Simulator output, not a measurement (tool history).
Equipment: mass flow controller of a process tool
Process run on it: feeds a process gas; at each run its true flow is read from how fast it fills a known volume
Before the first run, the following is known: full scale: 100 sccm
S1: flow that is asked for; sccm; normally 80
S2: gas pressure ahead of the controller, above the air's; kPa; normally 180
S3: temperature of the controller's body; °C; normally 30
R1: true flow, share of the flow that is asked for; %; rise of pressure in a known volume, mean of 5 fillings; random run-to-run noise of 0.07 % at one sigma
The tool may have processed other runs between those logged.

run 1 hour=0 | S1=80 S2=180 S3=30 | R1=103.16
run 2 hour=343.2 | S1=80 S2=180 S3=30 | R1=103.16
run 3 hour=670.5 | S1=80 S2=180 S3=30 | R1=103.45
-- hour=964.2 controller exchanged for a calibrated one
run 4 hour=1039.2 | S1=80 S2=180 S3=30 | R1=99.07
run 5 hour=1371.2 | S1=80 S2=180 S3=27 | R1=99.45
run 6 hour=1585.4 | S1=80 S2=180 S3=30 | R1=99.26
run 7 hour=1913.5 | S1=80 S2=180 S3=30 | R1=99.39
run 8 hour=2240.5 | S1=80 S2=180 S3=30 | R1=99.55
run 9 hour=2595.9 | S1=80 S2=180 S3=30 | R1=99.57
run 10 hour=2954.4 | S1=80 S2=180 S3=30 | R1=99.79
run 11 hour=3176.7 | S1=11 S2=180 S3=30 | R1=96.07
run 12 hour=3415.7 | S1=80 S2=184 S3=30 | R1=99.8
run 13 hour=3761 | S1=80 S2=210 S3=30 | R1=99.88
run 14 hour=4116.7 | S1=80 S2=210 S3=30 | R1=99.9
run 15 hour=4479.5 | S1=80 S2=180 S3=30 | R1=100.24
run 16 hour=4871.4 | S1=80 S2=180 S3=22 | R1=101.06
run 17 hour=5078.4 | S1=80 S2=180 S3=22 | R1=101.05
run 18 hour=5343.4 | S1=80 S2=214 S3=30 | R1=100.34
run 19 hour=5721.3 | S1=80 S2=214 S3=30 | R1=100.52
run 20 hour=5941.1 | S1=80 S2=214 S3=25 | R1=100.99
run 21 hour=6316.4 | S1=80 S2=214 S3=22 | R1=101.29
run 22 hour=6709.7 | S1=80 S2=214 S3=22 | R1=101.47
run 23 hour=7035.7 | S1=80 S2=214 S3=22 | R1=101.44
run 24 hour=7205.1 | S1=80 S2=214 S3=22 | R1=101.71
-- hour=7234.7 controller's zero set anew
run 25 hour=7368 | S1=15 S2=180 S3=21 | R1=92.76
run 26 hour=7679 | S1=15 S2=180 S3=25 | R1=92.18
run 27 hour=8060.2 | S1=80 S2=243 S3=30 | R1=100.38
run 28 hour=8409.4 | S1=80 S2=243 S3=30 | R1=100.49
run 29 hour=8616.2 | S1=53 S2=243 S3=30 | R1=99.12
run 30 hour=8863.6 | S1=42 S2=171 S3=30 | R1=98.55
run 31 hour=9161.1 | S1=73 S2=217 S3=39 | R1=99.72
-- hour=9322.4 controller's zero set anew, once more
run 32 hour=9350.7 | S1=45 S2=182 S3=32 | R1=102.06
run 33 hour=9695.1 | S1=16 S2=273 S3=32 | R1=100.88
run 34 hour=9876.2 | S1=16 S2=273 S3=32 | R1=100.9
run 35 hour=10204.8 | S1=16 S2=273 S3=32 | R1=100.82
-- hour=10417.7 controller exchanged for a calibrated one
run 36 hour=10570.8 | S1=35 S2=180 S3=31 | R1=97.97
run 37 hour=10768.2 | S1=15 S2=226 S3=25 | R1=97.72
run 38 hour=11065.9 | S1=50 S2=254 S3=37 | R1=97.52
run 39 hour=11385.4 | S1=11 S2=216 S3=37 | R1=96.18
run 40 hour=11699.1 | S1=80 S2=266 S3=38 | R1=98.43
run 41 hour=11869.9 | S1=26 S2=146 S3=38 | R1=97.4
run 42 hour=12223.4 | S1=40 S2=173 S3=35 | R1=98.22
run 43 hour=12394.2 | S1=64 S2=180 S3=21 | R1=100.2
run 44 hour=12599.4 | S1=64 S2=180 S3=23 | R1=99.94
run 45 hour=12986 | S1=29 S2=164 S3=37 | R1=97.69

Difference, measured minus no-hidden-state, one row per run. Run-to-run variation is common to both terms; the gauge's own scatter need not be:
What the log doesn't record here: flow at rest that the sensor doesn't see, % of full scale; true flow over the shown one, %; drift of the gauge itself on true_pct, %.
run=1 R1=+3.87
run=2 R1=+3.98
run=3 R1=+4.09
run=4 R1=-0.15
run=5 R1=-0.03
run=6 R1=+0.04
run=7 R1=+0.13
run=8 R1=+0.23
run=9 R1=+0.35
run=10 R1=+0.46
run=11 R1=-1.8
run=12 R1=+0.61
run=13 R1=+0.72
run=14 R1=+0.84
run=15 R1=+0.96
run=16 R1=+1.09
run=17 R1=+1.16
run=18 R1=+1.25
run=19 R1=+1.39
run=20 R1=+1.44
run=21 R1=+1.57
run=22 R1=+1.7
run=23 R1=+1.8
run=24 R1=+1.86
run=25 R1=-5.99
run=26 R1=-6.1
run=27 R1=+1.48
run=28 R1=+1.61
run=29 R1=+0.72
run=30 R1=+0.02
run=31 R1=+1.65
run=32 R1=+3.84
run=33 R1=+3.65
run=34 R1=+3.6
run=35 R1=+3.48
run=36 R1=-0.19
run=37 R1=-0.38
run=38 R1=-0.04
run=39 R1=-0.94
run=40 R1=+0.24
run=41 R1=-0.22
run=42 R1=+0.1
run=43 R1=+0.38
run=44 R1=+0.44
run=45 R1=-0.09
